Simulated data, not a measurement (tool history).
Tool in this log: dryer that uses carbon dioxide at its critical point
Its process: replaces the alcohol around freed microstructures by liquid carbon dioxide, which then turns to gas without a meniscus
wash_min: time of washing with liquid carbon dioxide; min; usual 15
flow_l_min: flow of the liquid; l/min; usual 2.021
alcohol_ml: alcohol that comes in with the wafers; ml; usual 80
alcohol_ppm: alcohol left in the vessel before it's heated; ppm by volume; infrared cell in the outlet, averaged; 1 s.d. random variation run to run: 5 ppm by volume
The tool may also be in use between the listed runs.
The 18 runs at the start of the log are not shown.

run    hour  wash_min  flow_l_min  alcohol_ml  alcohol_ppm
 19   858.7        15        1.39          80          464
 20     915        15        1.39          80          476
 21     976        15        1.39          80          499
 22  1018.7        15        1.39          80          512
 23  1072.4        15        1.39          80          542
 24  1113.5        15        1.39          80          548
 25  1160.1        10        3.34          80          204
 26  1226.1        10        3.34          80          192
 27  1262.9        10        3.34          80          206
 28  1327.1        15        3.26          80          179
 29  1359.9        12        2.01          22          224
 30  1402.2        15       2.021          99          268
 31  1462.7        21        2.66         119          188
 32  1498.4        13        1.56          45          468

For run 33, what comes out?
 33  1563.8        19        1.56          45            ?

{"run 33": {"alcohol_ppm": 252}}
On a tool with no hidden condition, and with the same random variation, this run would have come out at alcohol_ppm 35 ppm by volume.

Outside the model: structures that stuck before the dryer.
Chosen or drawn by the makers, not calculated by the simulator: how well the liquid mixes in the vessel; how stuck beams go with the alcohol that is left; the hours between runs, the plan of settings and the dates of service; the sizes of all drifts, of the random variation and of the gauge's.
